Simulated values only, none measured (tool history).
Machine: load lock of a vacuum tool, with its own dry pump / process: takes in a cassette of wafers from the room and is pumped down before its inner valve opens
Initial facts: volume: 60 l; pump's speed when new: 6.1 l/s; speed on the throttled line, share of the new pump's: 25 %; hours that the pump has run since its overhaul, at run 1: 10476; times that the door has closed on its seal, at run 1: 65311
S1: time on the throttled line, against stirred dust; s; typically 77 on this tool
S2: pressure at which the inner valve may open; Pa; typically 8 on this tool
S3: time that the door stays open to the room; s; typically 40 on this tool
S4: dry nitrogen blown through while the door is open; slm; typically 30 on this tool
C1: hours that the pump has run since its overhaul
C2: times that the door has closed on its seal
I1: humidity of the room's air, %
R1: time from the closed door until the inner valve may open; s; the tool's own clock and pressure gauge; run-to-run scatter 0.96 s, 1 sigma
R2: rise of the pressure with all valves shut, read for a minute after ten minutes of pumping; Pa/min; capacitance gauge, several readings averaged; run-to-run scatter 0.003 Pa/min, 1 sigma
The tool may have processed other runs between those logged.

run 1 day=0.000 | S1=77 S2=8 S3=40 S4=30 | C1=10476 C2=65311 | I1=45.5 | R1=157.4 R2=0.228
run 2 day=16.358 | S1=77 S2=8 S3=40 S4=30 | C1=10869 C2=66825 | I1=46.4 | R1=157.9 R2=0.240
run 3 day=27.771 | S1=77 S2=8 S3=40 S4=30 | C1=11143 C2=67880 | I1=42.4 | R1=157.9 R2=0.250
run 4 day=45.833 | S1=77 S2=8 S3=40 S4=30 | C1=11576 C2=69551 | I1=47.7 | R1=159.4 R2=0.255
-- day=52.242 door's seal changed, seat wiped
run 5 day=55.629 | S1=77 S2=8 S3=40 S4=30 | C1=11810 C2=313 | I1=45.9 | R1=160.0 R2=0.030
run 6 day=65.279 | S1=77 S2=11 S3=40 S4=30 | C1=12041 C2=1206 | I1=42.9 | R1=155.0 R2=0.030
run 7 day=83.171 | S1=77 S2=11 S3=40 S4=26 | C1=12471 C2=2861 | I1=44.8 | R1=155.8 R2=0.034
run 8 day=97.904 | S1=77 S2=11 S3=40 S4=26 | C1=12824 C2=4223 | I1=44.2 | R1=156.7 R2=0.033
run 9 day=117.712 | S1=77 S2=8 S3=40 S4=7 | C1=13300 C2=6056 | I1=44.0 | R1=160.8 R2=0.054
run 10 day=137.971 | S1=77 S2=8 S3=40 S4=7 | C1=13786 C2=7930 | I1=44.8 | R1=161.6 R2=0.052
run 11 day=156.808 | S1=77 S2=8 S3=40 S4=30 | C1=14238 C2=9672 | I1=42.3 | R1=163.3 R2=0.039
run 12 day=176.850 | S1=77 S2=8 S3=25 S4=30 | C1=14719 C2=11526 | I1=45.7 | R1=163.7 R2=0.036
run 13 day=190.375 | S1=77 S2=8 S3=40 S4=30 | C1=15044 C2=12777 | I1=44.6 | R1=161.5 R2=0.041
run 14 day=212.425 | S1=77 S2=8 S3=40 S4=30 | C1=15573 C2=14816 | I1=43.4 | R1=162.6 R2=0.054
run 15 day=222.938 | S1=77 S2=8 S3=40 S4=30 | C1=15825 C2=15789 | I1=45.5 | R1=161.4 R2=0.054
run 16 day=237.683 | S1=77 S2=8 S3=40 S4=30 | C1=16179 C2=17153 | I1=42.3 | R1=160.9 R2=0.051
run 17 day=254.629 | S1=77 S2=8 S3=40 S4=30 | C1=16586 C2=18720 | I1=43.9 | R1=162.9 R2=0.056
run 18 day=275.512 | S1=77 S2=8 S3=40 S4=30 | C1=17087 C2=20652 | I1=44.1 | R1=164.4 R2=0.061
run 19 day=286.471 | S1=77 S2=8 S3=40 S4=30 | C1=17350 C2=21665 | I1=44.2 | R1=162.9 R2=0.059
run 20 day=301.750 | S1=40 S2=8 S3=107 S4=30 | C1=17716 C2=23078 | I1=43.4 | R1=137.5 R2=0.083
run 21 day=313.125 | S1=77 S2=8 S3=40 S4=27 | C1=17990 C2=24131 | I1=44.8 | R1=164.7 R2=0.068
run 22 day=328.392 | S1=81 S2=7 S3=56 S4=16 | C1=18356 C2=25543 | I1=44.3 | R1=169.3 R2=0.083
run 23 day=341.467 | S1=113 S2=9 S3=28 S4=43 | C1=18670 C2=26752 | I1=46.0 | R1=189.5 R2=0.068
run 24 day=357.008 | S1=77 S2=6 S3=40 S4=39 | C1=19043 C2=28190 | I1=44.4 | R1=168.7 R2=0.073
run 25 day=371.725 | S1=77 S2=6 S3=40 S4=39 | C1=19396 C2=29551 | I1=42.1 | R1=167.2 R2=0.077
run 26 day=387.238 | S1=126 S2=8 S3=43 S4=12 | C1=19768 C2=30986 | I1=46.0 | R1=199.6 R2=0.101
run 27 day=401.271 | S1=78 S2=8 S3=43 S4=13 | C1=20105 C2=32284 | I1=39.2 | R1=164.8 R2=0.094
run 28 day=419.862 | S1=78 S2=8 S3=43 S4=13 | C1=20551 C2=34004 | I1=44.4 | R1=165.7 R2=0.106
run 29 day=434.846 | S1=78 S2=8 S3=43 S4=13 | C1=20911 C2=35390 | I1=45.8 | R1=170.0 R2=0.112
run 30 day=447.625 | S1=78 S2=8 S3=43 S4=13 | C1=21217 C2=36571 | I1=46.1 | R1=165.6 R2=0.115
run 31 day=466.408 | S1=78 S2=8 S3=86 S4=6 | C1=21668 C2=38309 | I1=47.7 | R1=165.6 R2=0.155
run 32 day=476.158 | S1=78 S2=12 S3=86 S4=44 | C1=21902 C2=39211 | I1=44.2 | R1=163.4 R2=0.119
run 33 day=495.233 | S1=45 S2=8 S3=156 S4=30 | C1=22360 C2=40975 | I1=46.7 | R1=144.2 R2=0.148
run 34 day=506.879 | S1=45 S2=8 S3=156 S4=30 | C1=22640 C2=42052 | I1=43.5 | R1=144.6 R2=0.146
run 35 day=523.929 | S1=45 S2=8 S3=156 S4=30 | C1=23049 C2=43630 | I1=46.3 | R1=145.8 R2=0.159
-- day=532.108 dry pump taken out, an overhauled one fitted
run 36 day=535.517 | S1=45 S2=8 S3=44 S4=30 | C1=82 C2=44678 | I1=46.6 | R1=129.8 R2=0.133

Below, each run's measurement less what the same run would have read without the hidden state. Both values contain the same run-to-run variation, but the gauge's scatter may not be the same in both:
What the log doesn't record here: pump's speed, % of a new pump's; leak at the door's seal, Pa l/s; drift of the gauge itself on ready_s, %; drift of the gauge itself on rise_pa_min, %.
run=1 R1=+6.0 R2=+0.205
run=2 R1=+6.3 R2=+0.212
run=3 R1=+6.5 R2=+0.221
run=4 R1=+6.9 R2=+0.227
run=5 R1=+6.9 R2=+0.001
run=6 R1=+6.5 R2=+0.002
run=7 R1=+6.9 R2=+0.004
run=8 R1=+7.2 R2=+0.004
run=9 R1=+8.0 R2=+0.007
run=10 R1=+8.4 R2=+0.010
run=11 R1=+8.8 R2=+0.013
run=12 R1=+9.2 R2=+0.015
run=13 R1=+9.3 R2=+0.017
run=14 R1=+9.8 R2=+0.021
run=15 R1=+9.9 R2=+0.023
run=16 R1=+10.1 R2=+0.026
run=17 R1=+10.5 R2=+0.028
run=18 R1=+11.0 R2=+0.032
run=19 R1=+11.1 R2=+0.035
run=20 R1=+12.8 R2=+0.039
run=21 R1=+11.6 R2=+0.040
run=22 R1=+12.0 R2=+0.044
run=23 R1=+10.6 R2=+0.047
run=24 R1=+13.0 R2=+0.052
run=25 R1=+13.2 R2=+0.056
run=26 R1=+11.0 R2=+0.060
run=27 R1=+13.2 R2=+0.063
run=28 R1=+13.6 R2=+0.069
run=29 R1=+14.3 R2=+0.073
run=30 R1=+14.0 R2=+0.077
run=31 R1=+14.4 R2=+0.084
run=32 R1=+14.0 R2=+0.088
run=33 R1=+16.7 R2=+0.091
run=34 R1=+17.0 R2=+0.093
run=35 R1=+17.4 R2=+0.102
run=36 R1=+0.0 R2=+0.105

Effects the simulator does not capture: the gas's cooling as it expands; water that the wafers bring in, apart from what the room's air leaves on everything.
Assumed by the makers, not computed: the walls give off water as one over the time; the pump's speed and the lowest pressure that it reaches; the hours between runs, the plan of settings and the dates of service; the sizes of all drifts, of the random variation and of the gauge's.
